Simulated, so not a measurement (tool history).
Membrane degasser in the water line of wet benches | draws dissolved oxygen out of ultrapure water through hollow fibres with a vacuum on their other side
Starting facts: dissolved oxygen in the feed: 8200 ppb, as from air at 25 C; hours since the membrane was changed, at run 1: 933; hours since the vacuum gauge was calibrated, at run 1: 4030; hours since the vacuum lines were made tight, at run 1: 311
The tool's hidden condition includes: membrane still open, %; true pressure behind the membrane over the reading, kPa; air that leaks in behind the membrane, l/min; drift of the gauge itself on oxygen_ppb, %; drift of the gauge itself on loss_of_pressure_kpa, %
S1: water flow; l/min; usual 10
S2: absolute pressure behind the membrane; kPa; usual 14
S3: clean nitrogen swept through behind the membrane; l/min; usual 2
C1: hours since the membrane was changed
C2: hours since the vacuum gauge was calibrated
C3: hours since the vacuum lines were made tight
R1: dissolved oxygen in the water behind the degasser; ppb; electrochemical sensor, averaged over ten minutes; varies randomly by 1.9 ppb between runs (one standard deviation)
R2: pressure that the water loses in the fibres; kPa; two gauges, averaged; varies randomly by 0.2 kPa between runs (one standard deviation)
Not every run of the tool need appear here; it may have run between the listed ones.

{"run": 1, "hour": 0.0, "S1": 10, "S2": 14, "S3": 2, "C1": 933, "C2": 4030, "C3": 311, "R1": 189.9, "R2": 46.68}
{"run": 2, "hour": 65.4, "S1": 10, "S2": 14, "S3": 1.23, "C1": 998, "C2": 4095, "C3": 377, "R1": 264.8, "R2": 46.2}
{"run": 3, "hour": 156.3, "S1": 10, "S2": 14, "S3": 1.23, "C1": 1089, "C2": 4186, "C3": 467, "R1": 265.8, "R2": 46.97}
{"run": 4, "hour": 230.1, "S1": 10, "S2": 14, "S3": 1.23, "C1": 1163, "C2": 4260, "C3": 541, "R1": 264, "R2": 47.11}
{"run": 5, "hour": 297.0, "S1": 10, "S2": 14, "S3": 2.23, "C1": 1230, "C2": 4327, "C3": 608, "R1": 179.1, "R2": 46.86}
{"run": 6, "hour": 387.2, "S1": 10, "S2": 14, "S3": 2.23, "C1": 1320, "C2": 4417, "C3": 698, "R1": 177.4, "R2": 46.67}
{"run": 7, "hour": 457.2, "S1": 10, "S2": 14, "S3": 2.23, "C1": 1390, "C2": 4487, "C3": 768, "R1": 179, "R2": 47.02}
{"run": 8, "hour": 530.2, "S1": 10, "S2": 18.5, "S3": 2, "C1": 1463, "C2": 4560, "C3": 841, "R1": 243.6, "R2": 46.45}
{"run": 9, "hour": 586.1, "S1": 10, "S2": 11.8, "S3": 1.5, "C1": 1519, "C2": 4616, "C3": 897, "R1": 199.5, "R2": 46.97}
{"run": 10, "hour": 673.4, "S1": 10, "S2": 11.8, "S3": 1.5, "C1": 1606, "C2": 4703, "C3": 985, "R1": 198.2, "R2": 47.04}

Branching from run 10: 3 alternative next runs. What would each branch give?
{"run": "A", "hour": 762.9, "S1": 10, "S2": 14, "S3": 2, "C1": 1696, "C2": 4793, "C3": 1074, "R1": "?", "R2": "?"}
{"run": "B", "hour": 762.9, "S1": 10, "S2": 11.8, "S3": 3.17, "C1": 1696, "C2": 4793, "C3": 1074, "R1": "?", "R2": "?"}
{"run": "C", "hour": 762.9, "S1": 11, "S2": 16.7, "S3": 1.17, "C1": 1696, "C2": 4793, "C3": 1074, "R1": "?", "R2": "?"}

run=A R1=194.9 R2=46.7
run=B R1=126.9 R2=47.19
run=C R1=366.4 R2=51.64
With the hidden condition removed and each run's random variation left untouched, the same runs would have given:
run=A R1=189.3 R2=46.29
run=B R1=122.6 R2=46.78
run=C R1=358.2 R2=51.2
